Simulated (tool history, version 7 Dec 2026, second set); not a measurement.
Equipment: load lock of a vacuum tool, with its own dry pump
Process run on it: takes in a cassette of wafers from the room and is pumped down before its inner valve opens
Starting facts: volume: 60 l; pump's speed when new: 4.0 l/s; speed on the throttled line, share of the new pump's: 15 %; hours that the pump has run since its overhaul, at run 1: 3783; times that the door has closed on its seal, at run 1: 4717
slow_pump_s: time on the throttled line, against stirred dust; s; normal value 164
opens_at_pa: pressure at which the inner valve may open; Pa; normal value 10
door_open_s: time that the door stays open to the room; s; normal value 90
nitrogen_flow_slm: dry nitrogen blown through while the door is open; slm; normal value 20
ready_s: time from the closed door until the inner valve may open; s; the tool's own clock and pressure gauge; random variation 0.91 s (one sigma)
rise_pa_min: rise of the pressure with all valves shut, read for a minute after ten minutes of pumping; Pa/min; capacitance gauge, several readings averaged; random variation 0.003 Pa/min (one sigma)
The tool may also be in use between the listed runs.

| run | hour | slow_pump_s | opens_at_pa | door_open_s | nitrogen_flow_slm | hours that the pump has run since its overhaul | times that the door has closed on its seal | incoming humidity of the room's air, % | ready_s | rise_pa_min |
|---|---|---|---|---|---|---|---|---|---|---|
| 1 | 0 | 164 | 10 | 90 | 20 | 3783 | 4717 | 41.6 | 277.8 | 0.041 |
| 2 | 566.4 | 164 | 10 | 90 | 9 | 4349 | 5424 | 46.2 | 277.5 | 0.055 |
| 3 | 874 | 94 | 10 | 90 | 9 | 4657 | 5807 | 40.9 | 218.9 | 0.045 |
| 4 | 1147.1 | 94 | 10 | 90 | 9 | 4930 | 6148 | 47.6 | 217.8 | 0.053 |
| 5 | 1692.4 | 94 | 10 | 90 | 9 | 5475 | 6828 | 44.2 | 219 | 0.05 |
| 6 | 2027.2 | 94 | 9 | 90 | 9 | 5810 | 7245 | 47.2 | 220.7 | 0.054 |
| 7 | 2443.1 | 94 | 9 | 90 | 9 | 6226 | 7764 | 43.5 | 222.4 | 0.055 |
| 8 | 2747.9 | 164 | 10 | 90 | 16 | 6531 | 8144 | 43.4 | 279.5 | 0.043 |
| 9 | 3048.7 | 164 | 10 | 90 | 16 | 6832 | 8519 | 45.6 | 279.4 | 0.046 |
| 10 | 3514.9 | 164 | 10 | 90 | 20 | 7298 | 9100 | 44.8 | 278 | 0.038 |
| 11 | 3859.9 | 164 | 10 | 90 | 20 | 7643 | 9530 | 46.8 | 277.8 | 0.044 |
| 12 | 4203.2 | 96 | 10 | 90 | 20 | 7986 | 9958 | 43.3 | 220.5 | 0.035 |
| 13 | 4649.8 | 96 | 10 | 90 | 20 | 8433 | 10515 | 45.8 | 220.7 | 0.042 |
| 14 | 5136.9 | 104 | 10 | 90 | 20 | 8920 | 11123 | 45.4 | 228.5 | 0.044 |
| 15 | 5432.5 | 104 | 10 | 90 | 20 | 9215 | 11491 | 42.1 | 225.7 | 0.037 |
| 16 | 5949.7 | 123 | 10 | 90 | 20 | 9733 | 12136 | 42.2 | 242.8 | 0.04 |
| 17 | 6452.5 | 164 | 10 | 90 | 5 | 10235 | 12763 | 45.1 | 277.8 | 0.056 |
| 18 | 7006 | 164 | 10 | 90 | 5 | 10789 | 13453 | 45.5 | 277.3 | 0.06 |
| 19 | 7281.3 | 164 | 10 | 72 | 5 | 11064 | 13797 | 45.1 | 277.7 | 0.049 |
| 20 | 7610.8 | 215 | 8 | 72 | 5 | 11394 | 14208 | 47.3 | 327.6 | 0.056 |
| 21 | 7953.3 | 215 | 8 | 72 | 5 | 11736 | 14635 | 44.3 | 325 | 0.049 |
| 22 | 8182.1 | 283 | 8 | 72 | 6 | 11965 | 14920 | 43.9 | 383.1 | 0.054 |
| 23 | 8571.1 | 164 | 9 | 36 | 9 | 12354 | 15405 | 46.8 | 280.1 | 0.041 |
| 24 | 8825.3 | 292 | 10 | 66 | 20 | 12608 | 15722 | 44.1 | 386.7 | 0.03 |
| 25 | 9126.3 | 274 | 8 | 66 | 15 | 12909 | 16097 | 46.9 | 374.1 | 0.042 |
| 26 | 9595.2 | 281 | 8 | 85 | 20 | 13378 | 16682 | 44.2 | 381.4 | 0.042 |
| 27 | 10102.6 | 164 | 10 | 29 | 31 | 13886 | 17315 | 47.6 | 277.8 | 0.025 |
| 28 | 10594.1 | 164 | 20 | 90 | 27 | 14377 | 17928 | 44.1 | 268.1 | 0.04 |
| 29 | 10883.7 | 141 | 13 | 25 | 12 | 14667 | 18289 | 44.6 | 253.9 | 0.034 |
|  | 11161 | dry pump taken out, an overhauled one fitted |
| 30 | 11360.1 | 143 | 10 | 90 | 4 | 199 | 18875 | 44.9 | 261 | 0.061 |
| 31 | 11724.3 | 164 | 8 | 90 | 9 | 563 | 19330 | 42.8 | 282.9 | 0.051 |
| 32 | 12028.7 | 295 | 15 | 90 | 20 | 868 | 19709 | 43.7 | 385.8 | 0.034 |
| 33 | 12499.3 | 325 | 8 | 90 | 20 | 1338 | 20296 | 45.5 | 418.4 | 0.045 |
| 34 | 13057.8 | 325 | 8 | 90 | 20 | 1897 | 20992 | 43.2 | 420.9 | 0.038 |
| 35 | 13526.5 | 195 | 10 | 90 | 33 | 2365 | 21577 | 45.5 | 303.4 | 0.037 |
| 36 | 14069.7 | 195 | 14 | 102 | 33 | 2909 | 22254 | 42 | 299.3 | 0.034 |
| 37 | 14520.9 | 195 | 14 | 49 | 33 | 3360 | 22817 | 45 | 301.4 | 0.03 |

Hidden condition of the tool, last listed run before each entry between runs versus first listed run after:
After run 29, before run 30: dry pump taken out, an overhauled one fitted (hour 11161)
  leak at the door's seal, Pa l/s: 0.0023 -> 0.0024
